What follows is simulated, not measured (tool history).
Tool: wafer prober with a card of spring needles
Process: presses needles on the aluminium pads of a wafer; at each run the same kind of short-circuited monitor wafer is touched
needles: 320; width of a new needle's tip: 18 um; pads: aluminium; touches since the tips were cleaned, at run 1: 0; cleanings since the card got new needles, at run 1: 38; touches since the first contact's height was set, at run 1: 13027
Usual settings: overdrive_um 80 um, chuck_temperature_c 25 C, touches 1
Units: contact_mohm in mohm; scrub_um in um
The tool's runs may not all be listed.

| run | hour | overdrive_um | chuck_temperature_c | touches | touches since the tips were cleaned | cleanings since the card got new needles | touches since the first contact's height was set | contact_mohm | scrub_um |
|---|---|---|---|---|---|---|---|---|---|
| 1 | 0 | 80 | 25 | 1 | 0 | 38 | 13027 | 154 | 16.12 |
|  | 20.1 | tips cleaned on abrasive film |
| 2 | 20.1 | 80 | 25 | 1 | 0 | 39 | 19058 | 157 | 16.13 |
| 3 | 34.5 | 80 | 25 | 1 | 4331 | 39 | 23389 | 159 | 16.12 |
|  | 41.4 | tips cleaned on abrasive film |
|  | 61.6 | tips cleaned on abrasive film |
| 4 | 61.6 | 80 | 25 | 1 | 0 | 41 | 31486 | 156 | 16.11 |
|  | 81.5 | tips cleaned on abrasive film |
| 5 | 86.7 | 80 | 25 | 2 | 1584 | 42 | 39033 | 155 | 16.15 |
| 6 | 100 | 80 | 25 | 1 | 5579 | 42 | 43028 | 157 | 16.14 |
|  | 102.6 | tips cleaned on abrasive film |
| 7 | 112.6 | 80 | 25 | 1 | 3018 | 43 | 46803 | 158 | 16.12 |
|  | 124.1 | tips cleaned on abrasive film |
| 8 | 126.2 | 80 | 25 | 1 | 614 | 44 | 50843 | 157 | 16.12 |
| 9 | 142 | 80 | 25 | 1 | 5383 | 44 | 55612 | 156 | 16.16 |
|  | 144.4 | tips cleaned on abrasive film |
| 10 | 162.5 | 80 | 41 | 1 | 5437 | 45 | 61758 | 163 | 16.15 |
|  | 164.3 | tips cleaned on abrasive film |
|  | 184.2 | tips cleaned on abrasive film |
| 11 | 188.7 | 80 | 41 | 1 | 1373 | 47 | 69598 | 160 | 16.11 |
|  | 205.9 | tips cleaned on abrasive film |
| 12 | 215.7 | 80 | 41 | 1 | 2955 | 48 | 77679 | 163 | 16.1 |
|  | 226.7 | tips cleaned on abrasive film |
| 13 | 241.9 | 80 | 41 | 1 | 4594 | 49 | 85555 | 158 | 16.16 |
|  | 246.8 | tips cleaned on abrasive film |
| 14 | 260.9 | 80 | 41 | 1 | 4269 | 50 | 91258 | 160 | 16.13 |
|  | 268.9 | tips cleaned on abrasive film |
|  | 289.6 | tips cleaned on abrasive film |
| 15 | 289.6 | 80 | 41 | 1 | 0 | 52 | 99820 | 160 | 16.12 |
| 16 | 302.9 | 80 | 25 | 1 | 4014 | 52 | 103834 | 162 | 16.13 |
|  | 310.7 | tips cleaned on abrasive film |
| 17 | 320.2 | 80 | 25 | 1 | 2862 | 53 | 109027 | 156 | 16.13 |
|  | 330.8 | tips cleaned on abrasive film |
| 18 | 337.1 | 96 | 25 | 3 | 1881 | 54 | 114064 | 160 | 19.38 |
|  | 350.8 | tips cleaned on abrasive film |
|  | 355.8 | height of the first contact set anew |
| 19 | 365.8 | 76 | 25 | 1 | 4444 | 55 | 3006 | 156 | 15.32 |
|  | 372 | tips cleaned on abrasive film |
| 20 | 378.1 | 86 | 93 | 1 | 1842 | 56 | 6673 | 168 | 17.32 |
|  | 393.2 | tips cleaned on abrasive film |
| 21 | 402.2 | 94 | 50 | 3 | 2716 | 57 | 13898 | 161 | 18.93 |
|  | 413.9 | tips cleaned on abrasive film |
| 22 | 425.1 | 80 | 60 | 2 | 3355 | 58 | 20759 | 164 | 16.13 |
|  | 434.4 | tips cleaned on abrasive film |
| 23 | 449.7 | 82 | 64 | 2 | 4620 | 59 | 28144 | 165 | 16.58 |
|  | 455 | tips cleaned on abrasive film |
| 24 | 469.7 | 74 | 38 | 3 | 4423 | 60 | 34126 | 161 | 14.89 |
|  | 476.4 | tips cleaned on abrasive film |
|  | 496.8 | tips cleaned on abrasive film |
| 25 | 499.1 | 74 | 38 | 3 | 669 | 62 | 42920 | 162 | 14.87 |
| 26 | 512.8 | 80 | 25 | 2 | 4808 | 62 | 47059 | 158 | 16.12 |
|  | 517 | tips cleaned on abrasive film |
| 27 | 533.6 | 81 | 62 | 2 | 4994 | 63 | 53299 | 162 | 16.31 |
|  | 537.7 | tips cleaned on abrasive film |
|  | 558.7 | tips cleaned on abrasive film |
| 28 | 563 | 81 | 62 | 2 | 1295 | 65 | 62100 | 165 | 16.34 |
| 29 | 577.2 | 100 | 25 | 2 | 5567 | 65 | 66372 | 159 | 20.17 |
|  | 579 | tips cleaned on abrasive film |
|  | 600.1 | tips cleaned on abrasive film |
| 30 | 601.3 | 79 | 55 | 2 | 366 | 67 | 73572 | 162 | 15.95 |
|  | 621.3 | tips cleaned on abrasive film |
| 31 | 621.4 | 79 | 55 | 2 | 35 | 68 | 79598 | 166 | 15.95 |
| 32 | 639.8 | 80 | 103 | 1 | 5581 | 68 | 85144 | 171 | 16.12 |
|  | 641.3 | tips cleaned on abrasive film |
| 33 | 657.8 | 72 | 110 | 2 | 4971 | 69 | 90530 | 174 | 14.55 |

Forecast each of these 3 alternatives for the next run:
|  | 662.5 | tips cleaned on abrasive film |
| A | 674.8 | 72 | 42 | 2 | 3684 | 70 | 95598 | ? | ? |
|  | 662.5 | tips cleaned on abrasive film |
| B | 674.8 | 91 | 50 | 1 | 3684 | 70 | 95598 | ? | ? |
|  | 662.5 | tips cleaned on abrasive film |
| C | 674.8 | 72 | 36 | 2 | 3684 | 70 | 95598 | ? | ? |

| run | contact_mohm | scrub_um |
|---|---|---|
| A | 162 | 14.52 |
| B | 161 | 18.29 |
| C | 160 | 14.52 |
Without the tool's hidden state the same runs would have given:
| run | contact_mohm | scrub_um |
|---|---|---|
| A | 162 | 14.52 |
| B | 161 | 18.29 |
| C | 160 | 14.52 |
